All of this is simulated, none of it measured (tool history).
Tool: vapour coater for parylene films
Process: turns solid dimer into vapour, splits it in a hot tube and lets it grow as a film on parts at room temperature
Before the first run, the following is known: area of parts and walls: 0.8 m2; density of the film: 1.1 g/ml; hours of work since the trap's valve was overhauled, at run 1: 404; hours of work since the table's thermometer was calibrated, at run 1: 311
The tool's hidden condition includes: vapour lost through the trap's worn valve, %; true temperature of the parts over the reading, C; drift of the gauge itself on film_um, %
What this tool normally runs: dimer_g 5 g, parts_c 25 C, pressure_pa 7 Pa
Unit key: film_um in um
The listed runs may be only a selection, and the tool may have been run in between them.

run,hour,dimer_g,parts_c,pressure_pa,hours of work since the trap's valve was overhauled,hours of work since the table's thermometer was calibrated,film_um
1,0,5,25,7,404,311,3.64
2,23.9,5,25,7,419,326,3.57
3,38.6,5,25,7,428,335,3.59
4,64.9,5,24,7,445,352,3.79
5,84.9,5,25,2.14,457,364,3.95
# hour 108.8: trap's valve overhauled
6,111.9,6,25,7,2,379,4.58
7,129.4,6,25,7,13,390,4.46
8,152.6,6,25,7,28,404,4.49
9,178.5,5,25,7,44,421,3.78
10,202.7,5,18,4.74,59,436,5.37
11,218.9,5,25,7.68,69,446,3.72
12,241.5,5,25,7.68,84,460,3.64
13,262.6,5,28,7,97,474,3.17
14,275.1,3,19,4.42,105,482,3.1
15,290.4,5,18,3.26,114,491,5.56
16,316.7,4,19,7,131,508,3.87
17,337,4,23,3.56,144,521,3.45

Forecast each of these 5 alternatives for the next run:
A,358.3,5,19,7,157,534,?
B,358.3,4,21,2.8,157,534,?
C,358.3,4,23,4.62,157,534,?
D,358.3,4,19,3.56,157,534,?
E,358.3,2,25,7,157,534,?

run,film_um
A,4.83
B,3.78
C,3.33
D,4.01
E,1.46
What these runs would have given with no unlogged condition in the tool:
run,film_um
A,5.07
B,3.97
C,3.49
D,4.21
E,1.54

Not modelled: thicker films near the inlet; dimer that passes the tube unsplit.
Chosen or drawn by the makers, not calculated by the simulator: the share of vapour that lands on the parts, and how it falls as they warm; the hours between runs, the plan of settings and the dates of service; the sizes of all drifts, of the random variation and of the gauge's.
